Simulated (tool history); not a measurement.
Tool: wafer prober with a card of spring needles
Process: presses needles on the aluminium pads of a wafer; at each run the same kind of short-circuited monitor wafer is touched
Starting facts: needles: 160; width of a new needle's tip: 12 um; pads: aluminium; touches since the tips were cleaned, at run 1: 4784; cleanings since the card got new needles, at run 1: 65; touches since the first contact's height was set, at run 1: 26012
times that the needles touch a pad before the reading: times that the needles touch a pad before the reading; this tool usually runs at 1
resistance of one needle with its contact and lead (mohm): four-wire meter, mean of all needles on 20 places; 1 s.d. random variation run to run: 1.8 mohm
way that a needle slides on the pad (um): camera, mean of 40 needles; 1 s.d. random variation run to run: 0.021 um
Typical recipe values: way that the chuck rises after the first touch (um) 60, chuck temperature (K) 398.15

run     day  way that the chuck rises after the first touch (um)  chuck temperature (K)  times that the needles touch a pad before the reading  touches since the tips were cleaned  cleanings since the card got new needles  touches since the first contact's height was set  resistance of one needle with its contact and lead (mohm)  way that a needle slides on the pad (um)
  1   0.000                                                   60                 398.15                                                      1                                 4784                                        65                                             26012                                                        191                                     16.13
      0.100  -- tips cleaned on abrasive film
      0.479  -- tips cleaned on abrasive film
      0.946  -- tips cleaned on abrasive film
      1.400  -- tips cleaned on abrasive film
  2   1.454                                                   60                 398.15                                                      1                                  756                                        69                                             46248                                                        193                                     16.13
      1.833  -- tips cleaned on abrasive film
      2.279  -- tips cleaned on abrasive film
      2.662  -- tips cleaned on abrasive film
  3   2.767                                                   60                 398.15                                                      1                                 1489                                        72                                             64593                                                        193                                     16.12
      3.050  -- tips cleaned on abrasive film
      3.433  -- tips cleaned on abrasive film
      3.842  -- tips cleaned on abrasive film
      4.254  -- tips cleaned on abrasive film
  4   4.254                                                   60                 398.15                                                      1                                    0                                        76                                             85305                                                        190                                     16.09
      4.712  -- tips cleaned on abrasive film
      5.158  -- tips cleaned on abrasive film
  5   5.208                                                   60                 398.15                                                      1                                  741                                        78                                             98639                                                        192                                     16.08
      5.575  -- tips cleaned on abrasive film
      6.000  -- tips cleaned on abrasive film
  6   6.000                                                   60                 398.15                                                      1                                    0                                        80                                            109660                                                        191                                     16.10
      6.362  -- height of the first contact set anew
      6.462  -- tips cleaned on abrasive film
      6.925  -- tips cleaned on abrasive film
  7   6.996                                                   60                 398.15                                                      1                                 1023                                        82                                              8793                                                        186                                     16.10
      7.379  -- tips cleaned on abrasive film
      7.854  -- tips cleaned on abrasive film
      8.279  -- tips cleaned on abrasive film
  8   8.400                                                   60                 398.15                                                      1                                 1740                                        85                                             28409                                                        189                                     16.06
      8.675  -- tips cleaned on abrasive film
      9.100  -- tips cleaned on abrasive film
  9   9.296                                                   60                 398.15                                                      1                                 2768                                        87                                             40871                                                        190                                     16.07
      9.488  -- tips cleaned on abrasive film
      9.958  -- tips cleaned on abrasive film
     10.425  -- tips cleaned on abrasive film
 10  10.450                                                   60                 308.15                                                      1                                  373                                        90                                             56993                                                        170                                     16.04
     10.871  -- tips cleaned on abrasive film
     11.333  -- tips cleaned on abrasive film
 11  11.429                                                   60                 308.15                                                      1                                 1362                                        92                                             70635                                                        172                                     16.01
     11.796  -- tips cleaned on abrasive film
     12.229  -- tips cleaned on abrasive film
     12.608  -- tips cleaned on abrasive film
 12  12.879                                                   60                 398.15                                                      1                                 3833                                        95                                             90913                                                        191                                     16.03
     13.062  -- tips cleaned on abrasive film
     13.504  -- tips cleaned on abrasive film
 13  13.767                                                   60                 398.15                                                      1                                 3677                                        97                                            103265                                                        188                                     16.04
     13.954  -- tips cleaned on abrasive film
     14.408  -- tips cleaned on abrasive film
     14.571  -- height of the first contact set anew
 14  14.733                                                   60                 398.15                                                      1                                 4402                                        99                                              2297                                                        194                                     16.02
     14.833  -- tips cleaned on abrasive film
     15.292  -- tips cleaned on abrasive film
     15.742  -- tips cleaned on abrasive film
 15  15.858                                                   79                 307.15                                                      1                                 1639                                       102                                             17978                                                        166                                     21.05
     16.146  -- tips cleaned on abrasive film
     16.575  -- tips cleaned on abrasive film
 16  16.846                                                   44                 304.15                                                      2                                 3825                                       104                                             31780                                                        176                                     11.72
     17.042  -- tips cleaned on abrasive film
     17.500  -- tips cleaned on abrasive film
     17.967  -- tips cleaned on abrasive film
 17  18.338                                                   64                 322.15                                                      1                                 5180                                       107                                             52568                                                        172                                     17.06
     18.433  -- tips cleaned on abrasive film
     18.817  -- tips cleaned on abrasive film
     19.238  -- tips cleaned on abrasive film
 18  19.250                                                   64                 322.15                                                      1                                  192                                       110                                             65268                                                        175                                     17.05
     19.617  -- tips cleaned on abrasive film
     20.004  -- tips cleaned on abrasive film
 19  20.004                                                   60                 345.15                                                      3                                    0                                       112                                             75756                                                        178                                     16.00
     20.450  -- tips cleaned on abrasive film
     20.833  -- tips cleaned on abrasive film
 20  21.008                                                   72                 319.15                                                      1                                 2470                                       114                                             89783                                                        174                                     19.16
     21.267  -- tips cleaned on abrasive film
     21.704  -- tips cleaned on abrasive film
     22.158  -- tips cleaned on abrasive film
 21  22.233                                                   64                 319.15                                                      1                                 1024                                       117                                            106865                                                        173                                     17.01
     22.604  -- tips cleaned on abrasive film
     22.804  -- height of the first contact set anew
     22.996  -- tips cleaned on abrasive film
 22  23.125                                                   64                 319.15                                                      1                                 1812                                       119                                              4466                                                        176                                     17.04
     23.412  -- tips cleaned on abrasive film
     23.792  -- tips cleaned on abrasive film
     24.258  -- tips cleaned on abrasive film
 23  24.538                                                   49                 311.15                                                      2                                 3906                                       122                                             24168                                                        177                                     13.01
     24.688  -- tips cleaned on abrasive film
     25.146  -- tips cleaned on abrasive film
 24  25.296                                                   80                 299.15                                                      2                                 2123                                       124                                             34755                                                        166                                     21.26
     25.554  -- tips cleaned on abrasive film
     26.000  -- tips cleaned on abrasive film
 25  26.238                                                   80                 299.15                                                      2                                 3348                                       126                                             47897                                                        166                                     21.25
     26.429  -- tips cleaned on abrasive film
     26.838  -- tips cleaned on abrasive film
     27.217  -- tips cleaned on abrasive film
     27.662  -- tips cleaned on abrasive film
 26  27.892                                                   80                 299.15                                                      2                                 3237                                       130                                             70948                                                        167                                     21.17
     28.079  -- tips cleaned on abrasive film
     28.546  -- tips cleaned on abrasive film
     28.983  -- tips cleaned on abrasive film
 27  29.325                                                   80                 299.15                                                      2                                 4788                                       133                                             90959                                                        165                                     21.21
     29.412  -- tips cleaned on abrasive film
     29.888  -- tips cleaned on abrasive film
     30.362  -- tips cleaned on abrasive film
 28  30.538                                                   51                 369.15                                                      2                                 2485                                       136                                            107883                                                        186                                     13.50

3 options for the next run, each taken on its own from the tool as it stands now. Forecast them:
     30.825  -- tips cleaned on abrasive film
     31.025  -- height of the first contact set anew
     31.296  -- tips cleaned on abrasive film
     31.679  -- tips cleaned on abrasive film
  A  31.679                                                   51                 386.15                                                      2                                    0                                       139                                              9095                                                          ?                                         ?
     30.825  -- tips cleaned on abrasive film
     31.025  -- height of the first contact set anew
     31.296  -- tips cleaned on abrasive film
     31.679  -- tips cleaned on abrasive film
  B  31.679                                                   61                 321.15                                                      2                                    0                                       139                                              9095                                                          ?                                         ?
     30.825  -- tips cleaned on abrasive film
     31.025  -- height of the first contact set anew
     31.296  -- tips cleaned on abrasive film
     31.679  -- tips cleaned on abrasive film
  C  31.679                                                   43                 317.15                                                      1                                    0                                       139                                              9095                                                          ?                                         ?

run  resistance of one needle with its contact and lead (mohm)  way that a needle slides on the pad (um)
  A                                                        192                                     13.52
  B                                                        175                                     16.14
  C                                                        181                                     11.36
Without the tool's hidden state the same runs would have given:
run  resistance of one needle with its contact and lead (mohm)  way that a needle slides on the pad (um)
  A                                                        192                                     13.72
  B                                                        174                                     16.39
  C                                                        181                                     11.53

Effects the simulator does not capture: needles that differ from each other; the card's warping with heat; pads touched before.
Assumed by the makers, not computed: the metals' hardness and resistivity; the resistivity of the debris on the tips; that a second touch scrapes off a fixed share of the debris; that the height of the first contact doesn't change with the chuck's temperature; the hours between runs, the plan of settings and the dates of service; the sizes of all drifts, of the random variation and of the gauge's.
